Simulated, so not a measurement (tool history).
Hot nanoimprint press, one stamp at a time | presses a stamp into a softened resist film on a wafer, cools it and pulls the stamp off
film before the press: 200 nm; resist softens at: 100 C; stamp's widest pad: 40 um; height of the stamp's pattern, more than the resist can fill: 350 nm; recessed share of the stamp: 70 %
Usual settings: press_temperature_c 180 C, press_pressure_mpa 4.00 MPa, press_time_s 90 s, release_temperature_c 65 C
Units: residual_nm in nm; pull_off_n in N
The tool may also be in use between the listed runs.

run	hour	press_temperature_c	press_pressure_mpa	press_time_s	release_temperature_c	residual_nm	pull_off_n
1	0.0	180	4.00	90	65	82.6	220
2	25.5	180	4.00	107	65	77.4	230
3	61.9	180	4.00	107	65	77.3	231
4	98.3	188	4.00	107	65	51.2	232
5	127.3	180	4.00	90	65	82.0	229
# hour 148.6: stamp cleaned and given a new release coat
6	152.7	180	4.00	90	65	82.3	227
7	169.4	180	3.53	140	65	73.1	225
8	198.1	184	3.36	122	71	63.6	210
9	220.0	173	3.36	122	59	110.5	254
10	241.5	179	3.72	61	72	103.2	195
11	262.8	173	3.97	45	72	139.3	199

The next listed run, before its measurement:
12	282.9	180	4.58	90	72	?	?

Run 12 gave residual_nm 77.4 nm, pull_off_n 193 N.
Without the tool's hidden state the same run would have given residual_nm 78.0 nm, pull_off_n 193 N.

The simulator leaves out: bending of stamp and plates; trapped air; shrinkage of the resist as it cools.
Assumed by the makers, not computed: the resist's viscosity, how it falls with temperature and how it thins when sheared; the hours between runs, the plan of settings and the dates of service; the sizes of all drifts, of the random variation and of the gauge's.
